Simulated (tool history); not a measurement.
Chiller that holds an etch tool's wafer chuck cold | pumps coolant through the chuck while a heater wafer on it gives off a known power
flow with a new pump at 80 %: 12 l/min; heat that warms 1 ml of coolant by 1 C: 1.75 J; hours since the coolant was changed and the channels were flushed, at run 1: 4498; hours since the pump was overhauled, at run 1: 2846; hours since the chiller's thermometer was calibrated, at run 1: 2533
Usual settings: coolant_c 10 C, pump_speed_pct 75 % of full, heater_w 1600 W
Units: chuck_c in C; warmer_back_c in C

run    hour  coolant_c  pump_speed_pct  heater_w  hours since the coolant was changed and the channels were flushed  hours since the pump was overhauled  hours since the chiller's thermometer was calibrated  chuck_c  warmer_back_c
  1     0.0         10              75      1600                                                               4498                                 2846                                                  2533     25.9           5.10
  2    34.3         10              75      1600                                                               4532                                 2880                                                  2567     25.9           5.11
  3    93.0         12              75      1600                                                               4591                                 2939                                                  2626     28.0           5.16
  4   162.9         12              75      1600                                                               4661                                 3009                                                  2696     28.0           5.09
  5   233.5         12              75      1600                                                               4731                                 3080                                                  2767     28.2           5.09
      267.0  -- chiller's thermometer calibrated
  6   272.2         12              75      1600                                                               4769                                 3117                                                     5     27.5           5.18
  7   335.7         10              72      1600                                                               4832                                 3181                                                    69     26.4           5.33
  8   393.2         10              72      1600                                                               4890                                 3238                                                   126     26.2           5.26
  9   438.7         10              72      1600                                                               4935                                 3284                                                   172     26.4           5.31
 10   472.7         10              75      1600                                                               4969                                 3318                                                   206     25.8           5.11
 11   531.2         10              75      1600                                                               5028                                 3376                                                   264     25.8           5.11
 12   563.7         10              75      1600                                                               5060                                 3409                                                   297     25.9           5.12
      572.2  -- coolant pump overhauled
 13   616.4         10              75      1600                                                               5108                                   44                                                   344     26.2           5.29
 14   677.7         10              75      1600                                                               5169                                  106                                                   406     26.3           5.26
 15   731.1         10              75      1600                                                               5223                                  159                                                   459     26.4           5.25
      756.9  -- coolant pump overhauled, once more
 16   780.8         12              99      1600                                                               5267                                   24                                                   504     23.9           3.69
 17   839.4          1              92      2177                                                               5326                                   83                                                   562     18.4           5.39
 18   896.6         10              87       842                                                               5383                                  140                                                   620     17.0           2.25
 19   960.3         10              75      1566                                                               5447                                  203                                                   683     24.8           4.71
 20  1000.2         10              95      1880                                                               5487                                  243                                                   723     24.4           4.57
 21  1048.0         19              75      1117                                                               5535                                  291                                                   771     29.8           3.44
 22  1097.7         19              75      1117                                                               5584                                  341                                                   821     29.8           3.34
 23  1152.7          2              75       904                                                               5639                                  396                                                   876     10.6           2.79
 24  1224.1         10              88      1600                                                               5711                                  467                                                   947     23.5           4.12
 25  1265.2         10              97      1052                                                               5752                                  508                                                   988     18.1           2.47
 26  1327.4          4              79      1330                                                               5814                                  571                                                  1050     16.2           3.85
 27  1381.0          4              79      1330                                                               5868                                  624                                                  1104     16.4           3.85
 28  1442.9         16              72      1732                                                               5929                                  686                                                  1166     33.5           5.49
 29  1485.7         13              73       874                                                               5972                                  729                                                  1209     21.9           2.72

5 ways to go on from here, each from the tool as it stands after run 29. What would each give?
  A  1558.1          6              73       874                                                               6045                                  801                                                  1281        ?              ?
  B  1558.1         13              94      1309                                                               6045                                  801                                                  1281        ?              ?
  C  1558.1         13              74      1276                                                               6045                                  801                                                  1281        ?              ?
  D  1558.1         15              66      1499                                                               6045                                  801                                                  1281        ?              ?
  E  1558.1         13              73       864                                                               6045                                  801                                                  1281        ?              ?

run  chuck_c  warmer_back_c
  A     14.7           2.76
  B     23.6           3.20
  C     25.7           3.95
  D     31.6           5.15
  E     21.7           2.75
Without the tool's hidden state the same runs would have given:
run  chuck_c  warmer_back_c
  A     13.4           2.75
  B     22.0           3.19
  C     23.9           3.93
  D     29.2           5.13
  E     20.4           2.74

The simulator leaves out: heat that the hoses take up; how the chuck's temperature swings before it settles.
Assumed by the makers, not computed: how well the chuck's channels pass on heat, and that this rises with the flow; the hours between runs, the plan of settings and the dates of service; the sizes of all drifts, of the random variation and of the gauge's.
